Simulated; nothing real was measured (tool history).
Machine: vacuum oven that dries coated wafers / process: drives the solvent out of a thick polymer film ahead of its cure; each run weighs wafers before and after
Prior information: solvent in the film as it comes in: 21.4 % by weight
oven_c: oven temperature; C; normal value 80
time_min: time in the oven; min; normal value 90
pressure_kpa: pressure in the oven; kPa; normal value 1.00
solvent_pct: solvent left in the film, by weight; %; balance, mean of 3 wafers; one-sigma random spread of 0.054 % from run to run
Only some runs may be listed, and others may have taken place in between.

run,day,oven_c,time_min,pressure_kpa,solvent_pct
1,0.000,80,90,1.00,2.92
2,2.117,80,90,2.59,3.75
3,4.438,80,90,3.05,3.99
4,9.200,80,90,1.00,3.12
5,12.404,73,90,1.00,5.52
# day 16.012: vacuum gauge cleaned of residue and calibrated
6,16.258,73,90,1.00,5.42
7,21.438,73,90,1.00,5.48
8,26.025,73,90,1.00,5.45
9,30.388,73,90,1.00,5.45
10,35.588,73,90,1.00,5.60
11,38.388,73,90,1.00,5.67
12,42.342,73,90,1.00,5.68
13,46.883,73,90,1.00,5.59
# day 50.871: oven's thermocouples calibrated
14,51.429,80,90,1.83,3.86
15,56.504,80,90,1.83,3.81
16,60.421,80,60,1.83,6.17
# day 64.367: oven's thermocouples calibrated, once more
17,64.879,80,60,1.83,4.49
18,67.479,80,90,1.93,2.67
19,70.458,80,90,1.93,2.62
20,75.571,80,90,1.93,2.68
21,78.433,80,90,1.93,2.72
22,81.467,80,90,1.93,2.83
23,85.104,80,90,1.93,2.76
24,87.896,90,129,0.71,0.40
25,90.071,74,68,0.95,5.97
26,94.688,80,76,1.00,3.18
27,97.138,80,90,1.12,2.32
28,99.492,80,90,1.12,2.44
29,102.875,80,90,1.12,2.53
30,106.012,80,90,1.12,2.58
31,110.204,75,90,2.11,4.71
32,112.658,75,90,2.11,4.82
33,117.188,91,160,0.55,0.32
34,122.296,86,86,1.00,1.47
35,127.062,71,53,2.92,10.28
36,130.096,88,139,2.92,1.36
37,134.350,88,139,2.92,1.44
38,137.179,88,139,2.08,1.07
39,140.654,67,139,2.19,6.31
40,143.817,79,59,0.96,5.26
41,146.962,79,59,0.96,5.30
42,150.650,69,60,0.79,9.27
43,154.742,69,60,0.79,9.44
44,159.533,69,60,0.79,9.50
45,162.325,69,60,0.79,9.61
46,166.321,69,60,0.79,9.51

Alternative continuations, all from the tool just after run 46; predict every row:
A,169.979,69,60,1.35,?
B,169.979,80,139,1.00,?
C,169.979,80,90,0.80,?
D,169.979,80,83,2.07,?
E,169.979,67,60,0.79,?

run,solvent_pct
A,9.81
B,1.49
C,2.70
D,3.93
E,10.52
With the hidden condition removed and each run's random variation left untouched, the same runs would have given:
run,solvent_pct
A,8.62
B,0.95
C,1.86
D,2.99
E,9.35
